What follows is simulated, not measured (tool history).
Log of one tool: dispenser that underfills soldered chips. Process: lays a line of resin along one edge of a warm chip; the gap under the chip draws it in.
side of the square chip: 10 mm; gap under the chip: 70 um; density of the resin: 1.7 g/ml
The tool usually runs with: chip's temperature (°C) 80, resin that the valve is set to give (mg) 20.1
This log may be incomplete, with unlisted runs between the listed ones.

run,hour,chip's temperature (°C),resin that the valve is set to give (mg),time until the resin shows at the far edge (s),resin that the valve gave (mg)
1,0.0,80,20.1,62.0,19.87
2,2.2,80,20.1,68.7,19.83
# hour 5.5: new syringe of resin
3,6.5,80,20.1,41.8,19.85
4,10.1,80,20.1,47.1,19.65
5,13.3,80,20.1,53.9,19.81
6,16.5,80,20.1,62.2,19.67
7,19.0,80,20.1,69.1,19.61
8,21.5,80,20.1,79.5,19.78
# hour 22.2: new syringe of resin
9,26.0,88,20.1,36.1,19.47
10,28.7,88,20.1,40.5,19.50
11,32.9,88,20.1,48.6,19.52
12,37.4,80,20.1,74.2,19.53
# hour 38.7: new syringe of resin
13,40.2,80,20.1,41.2,19.40
14,42.5,80,25.1,44.3,24.03
15,46.2,80,25.1,52.4,24.03
16,49.5,80,25.1,62.4,24.01
17,53.2,72,20.1,91.3,19.22
# hour 55.4: new syringe of resin
18,57.6,72,20.1,54.3,19.19
19,61.6,92,23.3,36.5,22.21
20,65.4,92,23.3,42.7,22.19
21,70.1,92,23.3,52.4,22.25
# hour 72.1: new syringe of resin
22,74.5,80,17.9,42.8,16.85
23,78.2,80,17.9,50.2,16.84
24,83.0,80,17.9,62.1,16.93
25,87.0,75,22.7,84.2,21.08
# hour 88.7: new syringe of resin
26,92.3,92,21.5,32.7,20.13
27,97.0,66,22.1,83.8,20.57
28,99.5,73,22.1,76.5,20.42
29,103.3,94,19.6,51.2,17.98
# hour 105.5: new syringe of resin
30,105.8,94,19.6,27.8,18.03
31,110.2,66,18.3,72.8,16.77
32,113.0,77,25.2,58.4,23.12
33,117.1,78,19.0,68.5,17.33
34,119.7,78,19.0,78.3,17.22
# hour 122.1: new syringe of resin
35,122.5,78,26.1,40.4,23.72
36,125.3,78,26.1,45.3,23.67

Below are 4 alternative next runs, each starting from the tool's condition after run 36. Predict each:
A,128.4,91,17.3,?,?
B,128.4,72,22.7,?,?
C,128.4,79,17.9,?,?
D,128.4,78,25.9,?,?

run,time until the resin shows at the far edge (s),resin that the valve gave (mg)
A,38.3,15.73
B,63.0,20.53
C,53.1,16.34
D,53.1,23.70
Without the tool's hidden state the same runs would have given:
run,time until the resin shows at the far edge (s),resin that the valve gave (mg)
A,29.4,17.30
B,49.4,22.59
C,41.1,17.97
D,41.7,26.07
